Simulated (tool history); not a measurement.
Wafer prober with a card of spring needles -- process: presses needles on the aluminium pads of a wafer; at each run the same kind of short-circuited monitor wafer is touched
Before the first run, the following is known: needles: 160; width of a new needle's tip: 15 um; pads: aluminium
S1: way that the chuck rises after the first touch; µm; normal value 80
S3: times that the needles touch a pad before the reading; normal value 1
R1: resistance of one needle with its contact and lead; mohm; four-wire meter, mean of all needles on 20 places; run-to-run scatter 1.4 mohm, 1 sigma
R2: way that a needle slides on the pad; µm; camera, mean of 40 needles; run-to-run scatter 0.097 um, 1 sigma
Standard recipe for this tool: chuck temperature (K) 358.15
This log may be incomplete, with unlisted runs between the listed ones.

{"run": 1, "hour": 0.0, "S1": 80, "chuck temperature (K)": 358.15, "S3": 1, "R1": 128, "R2": 11.04}
{"hour": 2.3, "done": "tips cleaned on abrasive film"}
{"hour": 6.8, "done": "tips cleaned on abrasive film"}
{"hour": 11.3, "done": "tips cleaned on abrasive film"}
{"hour": 15.8, "done": "tips cleaned on abrasive film"}
{"hour": 20.3, "done": "tips cleaned on abrasive film"}
{"hour": 24.7, "done": "tips cleaned on abrasive film"}
{"hour": 29.2, "done": "tips cleaned on abrasive film"}
{"hour": 33.7, "done": "tips cleaned on abrasive film"}
{"run": 2, "hour": 36.2, "S1": 80, "chuck temperature (K)": 358.15, "S3": 1, "R1": 134, "R2": 10.99}
{"hour": 38.5, "done": "tips cleaned on abrasive film"}
{"hour": 43.0, "done": "tips cleaned on abrasive film"}
{"hour": 47.5, "done": "tips cleaned on abrasive film"}
{"hour": 52.0, "done": "tips cleaned on abrasive film"}
{"hour": 56.5, "done": "tips cleaned on abrasive film"}
{"run": 3, "hour": 56.8, "S1": 80, "chuck temperature (K)": 358.15, "S3": 1, "R1": 132, "R2": 10.87}
{"hour": 61.3, "done": "tips cleaned on abrasive film"}
{"hour": 66.9, "done": "tips cleaned on abrasive film"}
{"hour": 71.4, "done": "tips cleaned on abrasive film"}
{"hour": 76.9, "done": "tips cleaned on abrasive film"}
{"hour": 81.4, "done": "tips cleaned on abrasive film"}
{"hour": 87.0, "done": "tips cleaned on abrasive film"}
{"run": 4, "hour": 87.7, "S1": 80, "chuck temperature (K)": 358.15, "S3": 1, "R1": 130, "R2": 10.92}
{"hour": 92.2, "done": "tips cleaned on abrasive film"}
{"hour": 97.7, "done": "tips cleaned on abrasive film"}
{"hour": 102.2, "done": "tips cleaned on abrasive film"}
{"hour": 107.8, "done": "tips cleaned on abrasive film"}
{"hour": 113.4, "done": "tips cleaned on abrasive film"}
{"hour": 117.9, "done": "tips cleaned on abrasive film"}
{"hour": 123.5, "done": "tips cleaned on abrasive film"}
{"run": 5, "hour": 124.9, "S1": 80, "chuck temperature (K)": 358.15, "S3": 1, "R1": 129, "R2": 10.75}
{"hour": 128.3, "done": "tips cleaned on abrasive film"}
{"hour": 133.9, "done": "tips cleaned on abrasive film"}
{"hour": 138.4, "done": "tips cleaned on abrasive film"}
{"hour": 142.9, "done": "tips cleaned on abrasive film"}
{"hour": 148.5, "done": "tips cleaned on abrasive film"}
{"run": 6, "hour": 151.5, "S1": 80, "chuck temperature (K)": 358.15, "S3": 2, "R1": 132, "R2": 10.93}
{"hour": 153.8, "done": "tips cleaned on abrasive film"}
{"hour": 158.3, "done": "tips cleaned on abrasive film"}
{"hour": 162.8, "done": "tips cleaned on abrasive film"}
{"hour": 167.3, "done": "tips cleaned on abrasive film"}
{"hour": 172.8, "done": "tips cleaned on abrasive film"}
{"run": 7, "hour": 173.5, "S1": 80, "chuck temperature (K)": 309.15, "S3": 2, "R1": 123, "R2": 10.76}
{"hour": 178.0, "done": "tips cleaned on abrasive film"}
{"hour": 182.5, "done": "tips cleaned on abrasive film"}
{"hour": 187.0, "done": "tips cleaned on abrasive film"}
{"hour": 191.5, "done": "tips cleaned on abrasive film"}
{"hour": 197.1, "done": "tips cleaned on abrasive film"}
{"hour": 201.6, "done": "tips cleaned on abrasive film"}
{"run": 8, "hour": 202.6, "S1": 80, "chuck temperature (K)": 358.15, "S3": 1, "R1": 130, "R2": 10.7}
{"hour": 207.1, "done": "tips cleaned on abrasive film"}
{"hour": 211.6, "done": "tips cleaned on abrasive film"}
{"hour": 216.0, "done": "tips cleaned on abrasive film"}
{"hour": 220.5, "done": "tips cleaned on abrasive film"}
{"hour": 225.0, "done": "tips cleaned on abrasive film"}
{"hour": 229.5, "done": "tips cleaned on abrasive film"}
{"hour": 234.0, "done": "tips cleaned on abrasive film"}
{"run": 9, "hour": 234.3, "S1": 80, "chuck temperature (K)": 358.15, "S3": 1, "R1": 129, "R2": 10.68}
{"hour": 238.8, "done": "tips cleaned on abrasive film"}
{"hour": 243.3, "done": "tips cleaned on abrasive film"}
{"hour": 248.9, "done": "tips cleaned on abrasive film"}
{"run": 10, "hour": 249.7, "S1": 80, "chuck temperature (K)": 358.15, "S3": 1, "R1": 132, "R2": 10.99}
{"hour": 254.1, "done": "tips cleaned on abrasive film"}
{"hour": 258.6, "done": "tips cleaned on abrasive film"}
{"hour": 263.1, "done": "tips cleaned on abrasive film"}
{"hour": 267.6, "done": "tips cleaned on abrasive film"}
{"hour": 272.1, "done": "tips cleaned on abrasive film"}
{"run": 11, "hour": 275.7, "S1": 80, "chuck temperature (K)": 358.15, "S3": 1, "R1": 134, "R2": 10.73}
{"hour": 276.9, "done": "tips cleaned on abrasive film"}
{"hour": 281.4, "done": "tips cleaned on abrasive film"}
{"hour": 285.9, "done": "tips cleaned on abrasive film"}
{"hour": 290.4, "done": "tips cleaned on abrasive film"}
{"hour": 296.0, "done": "tips cleaned on abrasive film"}
{"hour": 301.6, "done": "tips cleaned on abrasive film"}
{"hour": 306.0, "done": "tips cleaned on abrasive film"}
{"run": 12, "hour": 308.4, "S1": 80, "chuck temperature (K)": 358.15, "S3": 1, "R1": 128, "R2": 10.92}
{"hour": 310.7, "done": "tips cleaned on abrasive film"}
{"hour": 315.2, "done": "tips cleaned on abrasive film"}
{"hour": 320.7, "done": "tips cleaned on abrasive film"}
{"hour": 325.2, "done": "tips cleaned on abrasive film"}
{"hour": 329.7, "done": "tips cleaned on abrasive film"}
{"hour": 334.2, "done": "tips cleaned on abrasive film"}
{"hour": 339.4, "done": "tips cleaned on abrasive film"}
{"run": 13, "hour": 339.4, "S1": 83, "chuck temperature (K)": 309.15, "S3": 1, "R1": 123, "R2": 11.37}
{"hour": 343.8, "done": "tips cleaned on abrasive film"}
{"hour": 349.4, "done": "tips cleaned on abrasive film"}
{"hour": 353.9, "done": "tips cleaned on abrasive film"}
{"hour": 358.4, "done": "tips cleaned on abrasive film"}
{"hour": 364.0, "done": "tips cleaned on abrasive film"}
{"hour": 368.5, "done": "tips cleaned on abrasive film"}
{"run": 14, "hour": 369.0, "S1": 70, "chuck temperature (K)": 381.15, "S3": 1, "R1": 134, "R2": 9.66}
{"hour": 373.5, "done": "tips cleaned on abrasive film"}
{"hour": 377.9, "done": "tips cleaned on abrasive film"}
{"hour": 382.4, "done": "tips cleaned on abrasive film"}
{"hour": 386.9, "done": "tips cleaned on abrasive film"}
{"run": 15, "hour": 389.0, "S1": 80, "chuck temperature (K)": 365.15, "S3": 1, "R1": 132, "R2": 10.88}
{"hour": 392.4, "done": "tips cleaned on abrasive film"}
{"hour": 396.9, "done": "tips cleaned on abrasive film"}
{"hour": 401.4, "done": "tips cleaned on abrasive film"}
{"hour": 405.9, "done": "tips cleaned on abrasive film"}
{"hour": 410.4, "done": "tips cleaned on abrasive film"}
{"run": 16, "hour": 412.8, "S1": 80, "chuck temperature (K)": 365.15, "S3": 1, "R1": 130, "R2": 11.03}
{"hour": 415.1, "done": "tips cleaned on abrasive film"}
{"hour": 419.6, "done": "tips cleaned on abrasive film"}
{"hour": 424.1, "done": "tips cleaned on abrasive film"}
{"hour": 429.7, "done": "tips cleaned on abrasive film"}
{"run": 17, "hour": 430.7, "S1": 69, "chuck temperature (K)": 327.15, "S3": 3, "R1": 127, "R2": 9.3}
{"hour": 434.3, "done": "height of the first contact set anew"}
{"hour": 435.5, "done": "tips cleaned on abrasive film"}
{"hour": 440.0, "done": "tips cleaned on abrasive film"}
{"hour": 444.5, "done": "tips cleaned on abrasive film"}
{"hour": 449.0, "done": "tips cleaned on abrasive film"}
{"hour": 453.4, "done": "tips cleaned on abrasive film"}
{"hour": 457.9, "done": "tips cleaned on abrasive film"}
{"run": 18, "hour": 462.2, "S1": 80, "chuck temperature (K)": 358.15, "S3": 2, "R1": 133, "R2": 10.91}
{"hour": 463.4, "done": "tips cleaned on abrasive film"}
{"hour": 469.0, "done": "tips cleaned on abrasive film"}
{"hour": 473.5, "done": "tips cleaned on abrasive film"}
{"run": 19, "hour": 477.3, "S1": 64, "chuck temperature (K)": 382.15, "S3": 3, "R1": 135, "R2": 8.68}
{"hour": 478.5, "done": "tips cleaned on abrasive film"}
{"hour": 483.0, "done": "tips cleaned on abrasive film"}
{"hour": 488.6, "done": "tips cleaned on abrasive film"}
{"hour": 493.1, "done": "tips cleaned on abrasive film"}
{"hour": 498.6, "done": "tips cleaned on abrasive film"}
{"run": 20, "hour": 499.9, "S1": 64, "chuck temperature (K)": 382.15, "S3": 3, "R1": 136, "R2": 8.73}
{"hour": 503.3, "done": "tips cleaned on abrasive film"}
{"hour": 507.8, "done": "tips cleaned on abrasive film"}
{"hour": 512.3, "done": "tips cleaned on abrasive film"}
{"run": 21, "hour": 515.8, "S1": 79, "chuck temperature (K)": 344.15, "S3": 1, "R1": 127, "R2": 10.82}
{"hour": 517.0, "done": "tips cleaned on abrasive film"}
{"hour": 521.5, "done": "tips cleaned on abrasive film"}
{"hour": 527.1, "done": "tips cleaned on abrasive film"}
{"hour": 532.7, "done": "tips cleaned on abrasive film"}
{"hour": 537.1, "done": "tips cleaned on abrasive film"}
{"run": 22, "hour": 540.9, "S1": 79, "chuck temperature (K)": 344.15, "S3": 1, "R1": 128, "R2": 10.9}
{"hour": 542.1, "done": "tips cleaned on abrasive film"}
{"hour": 546.6, "done": "tips cleaned on abrasive film"}
{"hour": 551.1, "done": "tips cleaned on abrasive film"}
{"hour": 555.6, "done": "tips cleaned on abrasive film"}
{"hour": 560.1, "done": "tips cleaned on abrasive film"}
{"hour": 565.7, "done": "tips cleaned on abrasive film"}
{"run": 23, "hour": 569.3, "S1": 67, "chuck temperature (K)": 318.15, "S3": 2, "R1": 126, "R2": 9.19}

Forecast each of these 4 alternatives for the next run:
{"hour": 570.5, "done": "tips cleaned on abrasive film"}
{"hour": 575.0, "done": "tips cleaned on abrasive film"}
{"hour": 579.5, "done": "tips cleaned on abrasive film"}
{"hour": 584.0, "done": "tips cleaned on abrasive film"}
{"run": "A", "hour": 585.8, "S1": 99, "chuck temperature (K)": 344.15, "S3": 2, "R1": "?", "R2": "?"}
{"hour": 570.5, "done": "tips cleaned on abrasive film"}
{"hour": 575.0, "done": "tips cleaned on abrasive film"}
{"hour": 579.5, "done": "tips cleaned on abrasive film"}
{"hour": 584.0, "done": "tips cleaned on abrasive film"}
{"run": "B", "hour": 585.8, "S1": 80, "chuck temperature (K)": 306.15, "S3": 1, "R1": "?", "R2": "?"}
{"hour": 570.5, "done": "tips cleaned on abrasive film"}
{"hour": 575.0, "done": "tips cleaned on abrasive film"}
{"hour": 579.5, "done": "tips cleaned on abrasive film"}
{"hour": 584.0, "done": "tips cleaned on abrasive film"}
{"run": "C", "hour": 585.8, "S1": 80, "chuck temperature (K)": 358.15, "S3": 1, "R1": "?", "R2": "?"}
{"hour": 570.5, "done": "tips cleaned on abrasive film"}
{"hour": 575.0, "done": "tips cleaned on abrasive film"}
{"hour": 579.5, "done": "tips cleaned on abrasive film"}
{"hour": 584.0, "done": "tips cleaned on abrasive film"}
{"run": "D", "hour": 585.8, "S1": 67, "chuck temperature (K)": 303.15, "S3": 1, "R1": "?", "R2": "?"}

run=A R1=127 R2=13.45
run=B R1=123 R2=10.96
run=C R1=129 R2=10.91
run=D R1=124 R2=9.14
What these runs would have given with no unlogged condition in the tool:
run=A R1=127 R2=13.46
run=B R1=122 R2=10.97
run=C R1=128 R2=10.92
run=D R1=123 R2=9.15
